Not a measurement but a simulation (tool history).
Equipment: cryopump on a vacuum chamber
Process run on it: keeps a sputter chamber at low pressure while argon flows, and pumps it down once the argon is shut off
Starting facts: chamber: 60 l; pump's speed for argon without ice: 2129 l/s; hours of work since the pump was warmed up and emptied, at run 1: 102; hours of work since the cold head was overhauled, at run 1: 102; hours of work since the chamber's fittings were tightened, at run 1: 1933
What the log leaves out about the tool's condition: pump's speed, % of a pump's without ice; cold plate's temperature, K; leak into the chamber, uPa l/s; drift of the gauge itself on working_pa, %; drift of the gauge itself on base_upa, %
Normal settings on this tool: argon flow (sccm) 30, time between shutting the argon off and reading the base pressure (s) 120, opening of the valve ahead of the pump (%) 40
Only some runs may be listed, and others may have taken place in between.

run	hour	argon flow (sccm)	time between shutting the argon off and reading the base pressure (s)	opening of the valve ahead of the pump (%)	hours of work since the pump was warmed up and emptied	hours of work since the cold head was overhauled	hours of work since the chamber's fittings were tightened	pressure while argon flows (Pa)	pressure after the wait (uPa)
1	0	30	120	40	102	102	1933	0.0606	1.42
2	17.1	30	120	40	117	117	1948	0.0602	1.44
3	45.8	30	120	40	141	141	1973	0.0605	1.42
4	60.1	30	119	40	154	154	1985	0.0617	1.46
5	93	30	120	45	182	182	2013	0.0544	1.48
6	108.3	30	120	45	195	195	2026	0.0545	1.55
7	139	30	33	45	221	221	2053	0.0549	2.08
8	168.4	30	33	45	247	247	2078	0.0541	2.1
9	189.3	30	33	45	265	265	2096	0.0554	2.09
10	204.2	30	33	45	278	278	2109	0.0562	2.15
11	233.7	30	120	40	303	303	2134	0.0614	1.59
12	259.3	30	120	40	325	325	2156	0.0621	1.63
13	279.8	30	120	37	343	343	2174	0.0678	1.62
14	294.6	30	120	37	355	355	2186	0.0676	1.65
15	310	30	120	37	368	368	2200	0.0672	1.67
16	331.8	30	120	37	387	387	2218	0.0666	1.64
17	348.2	30	120	37	401	401	2233	0.068	1.67

Expected results for the next run?
18	368.7	30	44	27	419	419	2250	?	?

Run 18 yielded pressure while argon flows (Pa) 0.0917, pressure after the wait (uPa) 2.12.
Without the tool's hidden state the same run would have given pressure while argon flows (Pa) 0.0879, pressure after the wait (uPa) 0.74.

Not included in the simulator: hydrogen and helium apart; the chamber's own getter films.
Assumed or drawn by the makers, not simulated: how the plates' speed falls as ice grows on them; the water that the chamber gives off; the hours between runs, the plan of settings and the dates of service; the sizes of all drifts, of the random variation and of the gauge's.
